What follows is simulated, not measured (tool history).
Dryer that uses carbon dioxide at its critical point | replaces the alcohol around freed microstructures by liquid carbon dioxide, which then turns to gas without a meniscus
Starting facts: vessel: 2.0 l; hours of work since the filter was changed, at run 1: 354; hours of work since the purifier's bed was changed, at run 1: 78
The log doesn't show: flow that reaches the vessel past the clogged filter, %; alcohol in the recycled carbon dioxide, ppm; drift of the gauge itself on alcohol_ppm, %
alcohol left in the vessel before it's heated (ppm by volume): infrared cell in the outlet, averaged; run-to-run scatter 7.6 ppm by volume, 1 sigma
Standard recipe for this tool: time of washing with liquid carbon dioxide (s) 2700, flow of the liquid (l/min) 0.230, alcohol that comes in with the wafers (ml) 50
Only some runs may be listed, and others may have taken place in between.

run   hour  time of washing with liquid carbon dioxide (s)  flow of the liquid (l/min)  alcohol that comes in with the wafers (ml)  hours of work since the filter was changed  hours of work since the purifier's bed was changed  alcohol left in the vessel before it's heated (ppm by volume)
  1    0.0                                            2700                       0.230                                          50                                         354                                                  78                                                            789
  2   15.8                                            2700                       0.230                                          50                                         359                                                  84                                                            813
  3   27.8                                            2700                       0.230                                          50                                         364                                                  88                                                            812
  4   38.4                                            2700                       0.230                                          50                                         367                                                  92                                                            813
      52.1  -- inlet filter changed
  5   57.9                                            2700                       0.230                                          50                                           2                                                  99                                                            422
  6   73.0                                            2700                       0.230                                          50                                           8                                                 104                                                            427
  7   92.1                                            2700                       0.230                                          50                                          14                                                 111                                                            404
  8  108.3                                            2700                       0.230                                          50                                          20                                                 117                                                            433
  9  126.1                                            2700                       0.230                                          50                                          27                                                 123                                                            432
 10  147.3                                            2580                       0.218                                          31                                          34                                                 131                                                            422
 11  156.6                                            3360                       0.240                                          58                                          38                                                 134                                                            177
 12  176.4                                            1740                       0.205                                          22                                          45                                                 141                                                           1119
 13  187.8                                            1740                       0.205                                          22                                          49                                                 145                                                           1090
 14  208.2                                            2880                       0.160                                          50                                          56                                                 153                                                           1236

Branching from run 14: 3 alternative next runs. What would each branch give?
  A  217.8                                            1620                       0.191                                          50                                          60                                                 156                                                              ?
  B  217.8                                            2880                       0.335                                          93                                          60                                                 156                                                              ?
  C  217.8                                            2880                       0.295                                          80                                          60                                                 156                                                              ?

run  alcohol left in the vessel before it's heated (ppm by volume)
  A                                                           3279
  B                                                            144
  C                                                            206
The same runs, with their run-to-run variation unchanged, on a tool lacking any hidden condition would have given:
run  alcohol left in the vessel before it's heated (ppm by volume)
  A                                                           3026
  B                                                             84
  C                                                            136

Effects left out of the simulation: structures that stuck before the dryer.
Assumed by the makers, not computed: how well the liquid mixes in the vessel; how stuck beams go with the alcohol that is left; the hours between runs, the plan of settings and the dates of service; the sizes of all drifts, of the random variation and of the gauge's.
